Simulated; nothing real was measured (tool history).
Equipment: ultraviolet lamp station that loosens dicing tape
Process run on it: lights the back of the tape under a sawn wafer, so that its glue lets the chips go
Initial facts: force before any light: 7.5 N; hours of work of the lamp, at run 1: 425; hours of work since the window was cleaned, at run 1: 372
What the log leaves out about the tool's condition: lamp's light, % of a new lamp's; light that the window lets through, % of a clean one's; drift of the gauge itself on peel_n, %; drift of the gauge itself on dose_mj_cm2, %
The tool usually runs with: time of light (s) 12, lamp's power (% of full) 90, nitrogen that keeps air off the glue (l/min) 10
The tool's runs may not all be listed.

run	hour	time of light (s)	lamp's power (% of full)	nitrogen that keeps air off the glue (l/min)	hours of work of the lamp	hours of work since the window was cleaned	force that peels the tape off (N)	light that reached the tape (J/m2)
1	0	12	90	10	425	372	0.626	3530
2	18.2	9	90	10	438	385	1.177	2650
3	47.4	9	65	10	458	406	1.96	1880
4	67.1	9	65	10	472	420	1.934	1820
5	95.1	9	65	10	492	440	1.987	1840
6	130.6	9	65	10	517	465	2.062	1800
7	156.9	12	90	10	536	483	0.798	3230
# hour 183.7: window cleaned of glue's vapour
8	189.5	12	90	10	559	4	0.588	3770
9	207.7	12	90	10	572	17	0.609	3690
10	240.6	12	90	10	595	40	0.61	3650
11	279.5	12	90	10	623	68	0.706	3540
12	318.1	12	90	10	650	95	0.697	3420
13	340.2	12	78	10	666	111	0.946	2970
14	366.9	12	98	5	685	130	0.968	3590
15	387.5	12	98	5	700	145	1.028	3540
16	421.7	12	80	3	724	169	1.825	2810
17	441.5	20	83	4	738	183	0.627	4820
18	460.7	7	90	13	751	197	1.95	1790
19	501.8	6	88	5	781	226	3.214	1490
20	539.3	13	66	4	807	252	2.119	2300
21	579.3	16	65	9	836	281	1.165	2720
22	621.4	16	65	9	866	311	1.23	2650
23	651.5	16	100	7	887	332	0.666	3930

Expected results for the next run?
24	681	16	100	7	908	353	?	?

force that peels the tape off (N): 0.701
light that reached the tape (J/m2): 3850
If the tool had no hidden condition, the same run with the same run-to-run variation would have returned force that peels the tape off (N) 0.196, light that reached the tape (J/m2) 7800.
